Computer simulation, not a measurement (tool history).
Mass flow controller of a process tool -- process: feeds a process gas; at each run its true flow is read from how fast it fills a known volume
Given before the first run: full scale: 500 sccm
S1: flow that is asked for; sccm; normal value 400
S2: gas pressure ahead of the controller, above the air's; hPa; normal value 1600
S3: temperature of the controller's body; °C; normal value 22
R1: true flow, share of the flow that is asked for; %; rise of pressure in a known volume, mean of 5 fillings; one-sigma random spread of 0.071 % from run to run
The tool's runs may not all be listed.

| run | day | S1 | S2 | S3 | R1 |
|---|---|---|---|---|---|
| 1 | 0.000 | 400 | 1600 | 22 | 99.54 |
| 2 | 8.442 | 400 | 1600 | 22 | 99.60 |
| 3 | 17.046 | 400 | 1600 | 22 | 99.64 |
|  | 18.275 | controller's zero set anew |
| 4 | 33.675 | 400 | 1600 | 22 | 99.69 |
| 5 | 47.075 | 119 | 1600 | 22 | 98.47 |
|  | 55.858 | controller exchanged for a calibrated one |
| 6 | 60.912 | 119 | 1600 | 22 | 98.45 |
| 7 | 76.854 | 119 | 1600 | 22 | 98.44 |
| 8 | 94.258 | 400 | 1600 | 22 | 99.56 |
| 9 | 108.354 | 400 | 1600 | 22 | 99.59 |
| 10 | 120.442 | 400 | 1600 | 22 | 99.72 |
| 11 | 134.604 | 400 | 1600 | 22 | 99.57 |
| 12 | 151.342 | 400 | 1600 | 22 | 99.66 |
| 13 | 159.367 | 400 | 2570 | 22 | 100.02 |
| 14 | 175.821 | 400 | 2570 | 22 | 100.06 |
| 15 | 193.092 | 400 | 2570 | 22 | 100.11 |
| 16 | 210.383 | 400 | 2570 | 22 | 100.14 |
| 17 | 227.354 | 400 | 1600 | 22 | 99.68 |
| 18 | 241.350 | 400 | 1600 | 22 | 99.65 |
| 19 | 257.925 | 400 | 1600 | 22 | 99.63 |
| 20 | 270.617 | 400 | 1600 | 22 | 99.66 |
| 21 | 279.258 | 400 | 1600 | 22 | 99.62 |
| 22 | 293.225 | 400 | 1600 | 33 | 98.86 |

What will run 23 give?
| 23 | 310.504 | 239 | 1930 | 22 | ? |

R1: 99.15 %
Take away the tool's hidden state, keep the run-to-run variation as it was, and the same run would have given R1 99.13 %.
